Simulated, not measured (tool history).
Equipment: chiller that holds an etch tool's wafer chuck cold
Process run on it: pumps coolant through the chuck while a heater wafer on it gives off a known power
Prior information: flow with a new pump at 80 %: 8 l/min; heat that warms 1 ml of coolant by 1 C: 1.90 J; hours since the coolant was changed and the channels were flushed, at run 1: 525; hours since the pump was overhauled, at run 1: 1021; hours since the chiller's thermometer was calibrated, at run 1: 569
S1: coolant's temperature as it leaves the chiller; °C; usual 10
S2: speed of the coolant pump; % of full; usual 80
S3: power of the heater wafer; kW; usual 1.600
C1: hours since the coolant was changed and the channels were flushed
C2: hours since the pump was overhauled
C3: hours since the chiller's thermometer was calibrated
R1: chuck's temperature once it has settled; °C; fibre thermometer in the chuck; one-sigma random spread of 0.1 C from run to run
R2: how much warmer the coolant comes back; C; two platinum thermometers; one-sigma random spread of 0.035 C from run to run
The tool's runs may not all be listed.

Run 1, hour 0.0: usual settings; C1 525; C2 1021; C3 569. Result: R1 23.8 °C, R2 6.33 C.
Run 2, hour 19.2: usual settings; C1 544; C2 1041; C3 588. Result: R1 23.9 °C, R2 6.28 C.
Run 3, hour 36.7: usual settings but S3 1.874 kW; C1 562; C2 1058; C3 606. Result: R1 26.3 °C, R2 7.41 C.
Run 4, hour 63.2: usual settings but S3 1.874 kW; C1 588; C2 1085; C3 632. Result: R1 26.4 °C, R2 7.44 C.
Run 5, hour 86.7: usual settings but S3 0.848 kW; C1 612; C2 1108; C3 656. Result: R1 17.4 °C, R2 3.40 C.
Run 6, hour 102.0: usual settings but S1 7 °C; C1 627; C2 1124; C3 671. Result: R1 20.8 °C, R2 6.38 C.
Run 7, hour 126.0: usual settings; C1 651; C2 1147; C3 695. Result: R1 23.9 °C, R2 6.45 C.
Run 8, hour 141.6: usual settings but S3 0.904 kW; C1 667; C2 1163; C3 710. Result: R1 17.8 °C, R2 3.70 C.
Run 9, hour 171.5: usual settings but S3 0.904 kW; C1 697; C2 1193; C3 740. Result: R1 17.7 °C, R2 3.70 C.
Run 10, hour 196.7: usual settings but S3 0.874 kW; C1 722; C2 1218; C3 766. Result: R1 17.6 °C, R2 3.61 C.
Run 11, hour 224.1: usual settings but S3 0.874 kW; C1 749; C2 1246; C3 793. Result: R1 17.5 °C, R2 3.65 C.
Run 12, hour 237.8: usual settings but S3 0.874 kW; C1 763; C2 1259; C3 807. Result: R1 17.5 °C, R2 3.66 C.
Run 13, hour 256.4: usual settings but S3 0.874 kW; C1 782; C2 1278; C3 825. Result: R1 17.5 °C, R2 3.64 C.
Run 14, hour 284.4: usual settings but S1 6 °C; C1 810; C2 1306; C3 853. Result: R1 19.8 °C, R2 6.59 C.
Run 15, hour 299.3: usual settings; C1 824; C2 1321; C3 868. Result: R1 23.8 °C, R2 6.60 C.
Run 16, hour 313.4: usual settings; C1 839; C2 1335; C3 882. Result: R1 23.9 °C, R2 6.58 C.
Run 17, hour 341.9: usual settings but S1 17 °C, S3 1.790 kW; C1 867; C2 1363; C3 911. Result: R1 32.5 °C, R2 7.34 C.
Run 18, hour 367.1: usual settings but S1 13 °C, S2 69 % of full, S3 1.924 kW; C1 892; C2 1389; C3 936. Result: R1 31.2 °C, R2 9.13 C.
Run 19, hour 380.3: usual settings but S1 0 °C, S3 1.480 kW; C1 906; C2 1402; C3 949. Result: R1 12.6 °C, R2 6.16 C.
Run 20, hour 399.3: usual settings but S1 0 °C, S3 1.480 kW; C1 925; C2 1421; C3 968. Result: R1 13.1 °C, R2 6.20 C.
Run 21, hour 425.5: usual settings but S3 1.111 kW; C1 951; C2 1447; C3 994. Result: R1 19.6 °C, R2 4.72 C.
Run 22, hour 453.0: usual settings but S3 1.111 kW; C1 978; C2 1474; C3 1022. Result: R1 19.5 °C, R2 4.77 C.
Run 23, hour 472.6: usual settings but S3 1.111 kW; C1 998; C2 1494; C3 1041. Result: R1 19.6 °C, R2 4.79 C.
Run 24, hour 492.4: usual settings but S1 11 °C, S2 77 % of full; C1 1018; C2 1514; C3 1061. Result: R1 25.1 °C, R2 6.96 C.
Run 25, hour 507.9: usual settings but S1 6 °C, S2 74 % of full; C1 1033; C2 1529; C3 1077. Result: R1 20.4 °C, R2 7.29 C.
At hour 516.4: gauge calibrated.
Run 26, hour 523.3: usual settings but S1 3 °C, S2 71 % of full; C1 1049; C2 1545; C3 1092. Result: R1 18.0 °C, R2 7.16 C.
Run 27, hour 547.7: usual settings but S1 6 °C, S2 89 % of full, S3 1.633 kW; C1 1073; C2 1569; C3 1117. Result: R1 19.2 °C, R2 5.78 C.
Run 28, hour 578.8: usual settings but S1 6 °C, S2 79 % of full, S3 0.816 kW; C1 1104; C2 1600; C3 1148. Result: R1 13.0 °C, R2 3.31 C.
Run 29, hour 600.9: usual settings but S1 6 °C, S2 79 % of full, S3 0.816 kW; C1 1126; C2 1622; C3 1170. Result: R1 13.0 °C, R2 3.36 C.
Run 30, hour 629.5: usual settings but S1 2 °C, S2 79 % of full, S3 0.816 kW; C1 1155; C2 1651; C3 1198. Result: R1 9.1 °C, R2 3.37 C.
Run 31, hour 652.7: usual settings but S1 9 °C, S2 61 % of full; C1 1178; C2 1674; C3 1222. Result: R1 25.3 °C, R2 8.50 C.

Measured minus without-hidden-state, run by run (identical run-to-run variation in each term; gauge scatter may differ):
What the log doesn't record here: heat passed by the chuck's channels, % of clean ones'; flow at a given pump speed, % of a new pump's; coolant's true temperature over the reading, C; drift of the gauge itself on chuck_c, C; drift of the gauge itself on warmer_back_c, C.
run     R2
  1  +0.00
  2  +0.02
  3  +0.03
  4  +0.05
  5  +0.07
  6  +0.08
  7  +0.10
  8  +0.11
  9  +0.14
 10  +0.15
 11  +0.18
 12  +0.19
 13  +0.20
 14  +0.23
 15  +0.24
 16  +0.25
 17  +0.27
 18  +0.29
 19  +0.30
 20  +0.32
 21  +0.33
 22  +0.36
 23  +0.37
 24  +0.39
 25  +0.41
 26  +0.01
 27  +0.03
 28  +0.05
 29  +0.07
 30  +0.09
 31  +0.11
R1: measured minus the no-hidden-state value equals 0 in all runs.
